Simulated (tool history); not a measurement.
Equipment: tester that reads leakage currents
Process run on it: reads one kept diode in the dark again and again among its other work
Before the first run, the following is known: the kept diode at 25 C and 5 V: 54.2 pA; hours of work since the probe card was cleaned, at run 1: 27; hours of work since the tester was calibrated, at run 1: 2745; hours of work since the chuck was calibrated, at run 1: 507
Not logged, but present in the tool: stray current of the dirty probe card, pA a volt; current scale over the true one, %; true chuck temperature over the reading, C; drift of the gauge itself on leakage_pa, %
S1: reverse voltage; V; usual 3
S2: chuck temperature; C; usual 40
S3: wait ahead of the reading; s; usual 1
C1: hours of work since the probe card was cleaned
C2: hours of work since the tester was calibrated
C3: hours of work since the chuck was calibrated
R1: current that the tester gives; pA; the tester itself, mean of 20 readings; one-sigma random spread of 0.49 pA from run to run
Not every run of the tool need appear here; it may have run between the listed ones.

run	hour	S1	S2	S3	C1	C2	C3	R1
1	0.0	3	40	1	27	2745	507	154.59
2	184.6	3	40	1	140	2858	620	153.08
3	348.5	3	40	1	240	2958	720	151.77
4	475.3	3	40	1	317	3035	797	150.45
5	610.9	3	40	1	400	3118	880	149.89
6	775.5	3	40	1	501	3219	981	149.66
7	1015.1	3	40	1	647	3365	1127	147.88
8	1243.7	3	40	1	787	3505	1267	145.80

Run 9, settings as shown, results not yet in. Your forecast:
9	1356.6	3	24	1	856	3574	1336	?

Run 9 yielded R1 33.51 pA.
Minus the tool's unlogged condition, the same run would have read R1 36.84 pA.

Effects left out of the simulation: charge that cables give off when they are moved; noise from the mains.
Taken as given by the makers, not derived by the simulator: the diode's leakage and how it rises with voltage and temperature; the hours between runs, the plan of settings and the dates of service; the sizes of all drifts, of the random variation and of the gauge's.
